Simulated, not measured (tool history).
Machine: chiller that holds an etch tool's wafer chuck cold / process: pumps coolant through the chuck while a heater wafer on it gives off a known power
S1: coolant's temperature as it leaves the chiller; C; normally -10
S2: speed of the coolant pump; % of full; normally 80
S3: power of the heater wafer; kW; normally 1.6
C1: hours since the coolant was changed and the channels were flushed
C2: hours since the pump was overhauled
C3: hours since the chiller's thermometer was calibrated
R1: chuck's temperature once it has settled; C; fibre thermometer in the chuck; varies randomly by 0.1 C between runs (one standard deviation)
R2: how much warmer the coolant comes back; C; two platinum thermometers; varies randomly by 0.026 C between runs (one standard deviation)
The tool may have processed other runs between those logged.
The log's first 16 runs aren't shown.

| run | hour | S1 | S2 | S3 | C1 | C2 | C3 | R1 | R2 |
|---|---|---|---|---|---|---|---|---|---|
| 17 | 1371.1 | -1 | 80 | 1.6 | 3914 | 3261 | 1758 | 9.8 | 3.53 |
| 18 | 1444.5 | -19 | 80 | 1.6 | 3987 | 3335 | 1831 | -8.6 | 3.5 |
| 19 | 1574.9 | -19 | 80 | 1.6 | 4117 | 3465 | 1962 | -8.2 | 3.5 |
| 20 | 1693.2 | -19 | 80 | 1.6 | 4236 | 3583 | 2080 | -8.4 | 3.52 |
|  | 1747.8 | coolant changed, channels flushed |
| 21 | 1820.6 | -10 | 78 | 0.859 | 73 | 3705 | 2201 | -4.1 | 1.92 |
| 22 | 1952.7 | -20 | 77 | 0.997 | 205 | 3837 | 2333 | -13.1 | 2.3 |
| 23 | 2071.7 | -17 | 90 | 1.808 | 324 | 3956 | 2452 | -6.1 | 3.48 |
| 24 | 2194.6 | -10 | 88 | 2.335 | 447 | 4079 | 2575 | 4.4 | 4.65 |
| 25 | 2262.9 | -10 | 88 | 1.311 | 515 | 4147 | 2644 | -1.9 | 2.6 |
| 26 | 2393 | -10 | 88 | 1.311 | 645 | 4277 | 2774 | -1.8 | 2.58 |
| 27 | 2507.6 | -10 | 88 | 1.311 | 760 | 4392 | 2888 | -1.8 | 2.64 |
| 28 | 2655.1 | -13 | 80 | 2.209 | 907 | 4539 | 3036 | 1.5 | 4.88 |
| 29 | 2793.6 | -13 | 80 | 2.209 | 1046 | 4678 | 3174 | 1.4 | 4.88 |
|  | 2852.7 | chiller's thermometer calibrated |
| 30 | 2918.2 | -1 | 73 | 1.238 | 1169 | 4801 | 65 | 7.9 | 2.96 |
| 31 | 3064 | -1 | 73 | 1.238 | 1315 | 4947 | 211 | 7.7 | 3.02 |
|  | 3083.4 | coolant pump overhauled |
| 32 | 3178.7 | -1 | 73 | 1.238 | 1425 | 95 | 321 | 7.7 | 3.03 |

What if the next run were any one of these 4? Each begins from the tool's condition after run 32:
| A | 3258.3 | -1 | 89 | 1.877 | 1504 | 175 | 401 | ? | ? |
| B | 3258.3 | -1 | 99 | 1.238 | 1504 | 175 | 401 | ? | ? |
| C | 3258.3 | -7 | 82 | 0.879 | 1504 | 175 | 401 | ? | ? |
| D | 3258.3 | 0 | 78 | 1.384 | 1504 | 175 | 401 | ? | ? |

| run | R1 | R2 |
|---|---|---|
| A | 10.4 | 3.67 |
| B | 6 | 2.16 |
| C | -1.4 | 1.88 |
| D | 9.4 | 3.1 |
Without the tool's unlogged condition, the same runs would have read:
| run | R1 | R2 |
|---|---|---|
| A | 10.4 | 3.67 |
| B | 6 | 2.16 |
| C | -1.4 | 1.88 |
| D | 9.4 | 3.1 |
